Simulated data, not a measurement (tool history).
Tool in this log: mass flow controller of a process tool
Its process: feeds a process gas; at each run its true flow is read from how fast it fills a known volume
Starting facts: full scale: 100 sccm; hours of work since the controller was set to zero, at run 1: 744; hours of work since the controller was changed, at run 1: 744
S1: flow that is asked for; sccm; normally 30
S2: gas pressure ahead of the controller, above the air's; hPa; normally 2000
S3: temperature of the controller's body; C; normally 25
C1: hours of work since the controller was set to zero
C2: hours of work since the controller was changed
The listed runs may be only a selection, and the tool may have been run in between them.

{"run": 1, "hour": 0.0, "S1": 30, "S2": 2000, "S3": 25, "C1": 744, "C2": 744, "true flow (%)": 99.5}
{"run": 2, "hour": 94.0, "S1": 30, "S2": 2000, "S3": 25, "C1": 777, "C2": 777, "true flow (%)": 99.41}
{"run": 3, "hour": 152.8, "S1": 13, "S2": 2000, "S3": 25, "C1": 797, "C2": 797, "true flow (%)": 100.2}
{"run": 4, "hour": 211.9, "S1": 30, "S2": 2000, "S3": 25, "C1": 817, "C2": 817, "true flow (%)": 99.55}
{"run": 5, "hour": 307.6, "S1": 30, "S2": 2000, "S3": 25, "C1": 850, "C2": 850, "true flow (%)": 99.63}
{"run": 6, "hour": 357.5, "S1": 30, "S2": 2000, "S3": 25, "C1": 868, "C2": 868, "true flow (%)": 99.65}
{"run": 7, "hour": 437.2, "S1": 30, "S2": 2000, "S3": 25, "C1": 895, "C2": 895, "true flow (%)": 99.67}
{"hour": 447.0, "done": "controller's zero set anew"}
{"run": 8, "hour": 492.0, "S1": 30, "S2": 1760, "S3": 25, "C1": 16, "C2": 914, "true flow (%)": 100.06}
{"run": 9, "hour": 557.4, "S1": 30, "S2": 1760, "S3": 25, "C1": 38, "C2": 937, "true flow (%)": 100.14}
{"run": 10, "hour": 629.1, "S1": 30, "S2": 1760, "S3": 25, "C1": 63, "C2": 961, "true flow (%)": 100.01}
{"hour": 660.7, "done": "controller's zero set anew, once more"}
{"run": 11, "hour": 702.1, "S1": 30, "S2": 1760, "S3": 25, "C1": 14, "C2": 986, "true flow (%)": 98.91}
{"run": 12, "hour": 763.6, "S1": 30, "S2": 2000, "S3": 29, "C1": 36, "C2": 1008, "true flow (%)": 99.49}

What will run 13 give?
{"run": 13, "hour": 843.2, "S1": 41, "S2": 1880, "S3": 25, "C1": 63, "C2": 1035, "true flow (%)": "?"}

true flow (%): 99.18
With the hidden condition absent and the run-to-run variation left alone, this run would have shown true flow (%) 98.68.
